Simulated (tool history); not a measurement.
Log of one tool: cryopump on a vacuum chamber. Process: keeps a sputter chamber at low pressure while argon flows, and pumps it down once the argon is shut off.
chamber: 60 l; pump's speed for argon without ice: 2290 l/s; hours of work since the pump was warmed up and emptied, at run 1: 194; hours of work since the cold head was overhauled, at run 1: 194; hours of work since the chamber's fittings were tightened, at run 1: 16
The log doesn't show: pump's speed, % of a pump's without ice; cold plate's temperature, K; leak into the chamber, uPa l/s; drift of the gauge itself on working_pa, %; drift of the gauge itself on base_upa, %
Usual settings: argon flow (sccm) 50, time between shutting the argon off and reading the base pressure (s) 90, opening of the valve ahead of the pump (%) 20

run     day  argon flow (sccm)  time between shutting the argon off and reading the base pressure (s)  opening of the valve ahead of the pump (%)  hours of work since the pump was warmed up and emptied  hours of work since the cold head was overhauled  hours of work since the chamber's fittings were tightened  pressure while argon flows (Pa)  pressure after the wait (uPa)
  1   0.000                 50                                                                     90                                          20                                                     194                                               194                                                         16                           0.1866                           0.65
  2   0.912                 50                                                                     90                                          20                                                     207                                               207                                                         29                           0.1868                           0.62
  3   2.096                 50                                                                    135                                          20                                                     223                                               223                                                         46                           0.1878                           0.54
  4   3.242                 50                                                                    135                                          20                                                     239                                               239                                                         62                           0.1885                           0.56
  5   3.879                 50                                                                    135                                          19                                                     248                                               248                                                         71                           0.1988                           0.55
  6   4.538                 50                                                                     90                                          39                                                     258                                               258                                                         80                           0.0993                           0.72
  7   5.450                 50                                                                     90                                          39                                                     270                                               270                                                         93                           0.0986                           0.71
  8   6.283                 50                                                                     90                                          39                                                     282                                               282                                                        105                           0.0996                           0.74
  9   6.858                 50                                                                     90                                          39                                                     290                                               290                                                        113                           0.0992                           0.76
 10   7.692                 50                                                                     90                                          27                                                     302                                               302                                                        124                           0.1402                           0.77
 11   8.417                 48                                                                    155                                          30                                                     312                                               312                                                        135                           0.1225                           0.59
 12   9.058                 48                                                                    155                                          30                                                     321                                               321                                                        144                           0.1231                           0.57
 13   9.971                 47                                                                    173                                          20                                                     334                                               334                                                        156                           0.1785                           0.59
 14  10.508                 50                                                                     63                                          20                                                     341                                               341                                                        164                           0.1903                           1.07
 15  11.033                 31                                                                     86                                          20                                                     349                                               349                                                        171                           0.1167                           0.86
 16  11.621                 33                                                                     99                                          24                                                     357                                               357                                                        180                           0.1053                           0.82
 17  12.288                 93                                                                     24                                          20                                                     366                                               366                                                        189                           0.3541                           2.18
 18  12.904                 47                                                                     23                                          29                                                     375                                               375                                                        198                           0.1247                           2.28
 19  13.725                 47                                                                     23                                          29                                                     387                                               387                                                        209                           0.1262                           2.32

Forecast each of these 3 alternatives for the next run:
  A  14.362                 47                                                                     65                                          29                                                     396                                               396                                                        218                                ?                              ?
  B  14.362                 76                                                                     41                                          29                                                     396                                               396                                                        218                                ?                              ?
  C  14.362                 47                                                                     23                                          25                                                     396                                               396                                                        218                                ?                              ?

run  pressure while argon flows (Pa)  pressure after the wait (uPa)
  A                           0.1251                           1.06
  B                           0.2031                           1.48
  C                           0.1449                           2.33
Without the tool's hidden state the same runs would have given:
run  pressure while argon flows (Pa)  pressure after the wait (uPa)
  A                           0.1190                           0.78
  B                           0.1933                           1.20
  C                           0.1389                           2.05
